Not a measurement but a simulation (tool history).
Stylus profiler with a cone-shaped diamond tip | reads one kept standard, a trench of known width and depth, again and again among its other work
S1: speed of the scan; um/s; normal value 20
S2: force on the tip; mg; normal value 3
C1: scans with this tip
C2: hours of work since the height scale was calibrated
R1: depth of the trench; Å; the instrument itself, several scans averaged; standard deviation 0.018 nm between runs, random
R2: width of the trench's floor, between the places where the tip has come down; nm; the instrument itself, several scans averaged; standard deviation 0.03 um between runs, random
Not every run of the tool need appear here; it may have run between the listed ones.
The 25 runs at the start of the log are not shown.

Run 26, hour 1518.3: usual settings but S1 7 um/s, S2 2.4 mg; C1 12032; C2 849. Result: R1 1010.9 Å, R2 48170 nm.
Run 27, hour 1574: usual settings but S1 7 um/s, S2 2.4 mg; C1 12540; C2 885. Result: R1 1010.9 Å, R2 48100 nm.
Run 28, hour 1653.3: usual settings but S1 75 um/s, S2 4.04 mg; C1 13262; C2 936. Result: R1 1015.2 Å, R2 47920 nm.
Run 29, hour 1707: usual settings but S1 75 um/s, S2 3.23 mg; C1 13750; C2 971. Result: R1 1013.3 Å, R2 47910 nm.
Run 30, hour 1791.4: usual settings but S1 8 um/s, S2 4.74 mg; C1 14520; C2 1025. Result: R1 1016.8 Å, R2 48070 nm.
Run 31, hour 1865.5: usual settings but S1 80 um/s, S2 1.41 mg; C1 15194; C2 1073. Result: R1 1008.2 Å, R2 47680 nm.
Run 32, hour 1921.2: usual settings but S1 80 um/s, S2 1.41 mg; C1 15702; C2 1108. Result: R1 1008.5 Å, R2 47700 nm.
Run 33, hour 1961.2: usual settings but S1 13 um/s, S2 8.35 mg; C1 16066; C2 1134. Result: R1 1023.4 Å, R2 48020 nm.
Run 34, hour 2012.1: usual settings but S1 29 um/s, S2 1.47 mg; C1 16530; C2 1167. Result: R1 1009 Å, R2 47920 nm.
Run 35, hour 2077: usual settings but S1 16 um/s, S2 2.07 mg; C1 17121; C2 1208. Result: R1 1010.1 Å, R2 47980 nm.
Run 36, hour 2132.7: usual settings but S1 16 um/s, S2 1.38 mg; C1 17628; C2 1244. Result: R1 1008.6 Å, R2 47920 nm.
Run 37, hour 2202.5: usual settings but S2 2.8 mg; C1 18263; C2 1289. Result: R1 1012.5 Å, R2 47950 nm.
Run 38, hour 2245.3: usual settings but S2 2.8 mg; C1 18653; C2 1317. Result: R1 1012.7 Å, R2 47960 nm.
Run 39, hour 2318.8: usual settings but S2 2.58 mg; C1 19324; C2 1364. Result: R1 1012.1 Å, R2 47900 nm.
Run 40, hour 2393.8: usual settings but S1 7 um/s, S2 4.11 mg; C1 20006; C2 1412. Result: R1 1016.1 Å, R2 47990 nm.

Predict each of these 3 candidate next runs independently; none follows another, all start after run 40:
Run A, hour 2443.9: usual settings but S1 12 um/s, S2 4.5 mg; C1 20463; C2 1444. Result: R1 ?, R2 ?.
Run B, hour 2443.9: usual settings but S1 15 um/s, S2 1.38 mg; C1 20463; C2 1444. Result: R1 ?, R2 ?.
Run C, hour 2443.9: usual settings but S1 6 um/s, S2 3.47 mg; C1 20463; C2 1444. Result: R1 ?, R2 ?.

run      R1     R2
  A  1016.6  47900
  B  1008.4  47900
  C  1014.4  47870
Take away the tool's hidden state, keep each run's random variation, and the runs would have read:
run      R1     R2
  A  1014.4  48560
  B  1006.2  48560
  C  1012.2  48530
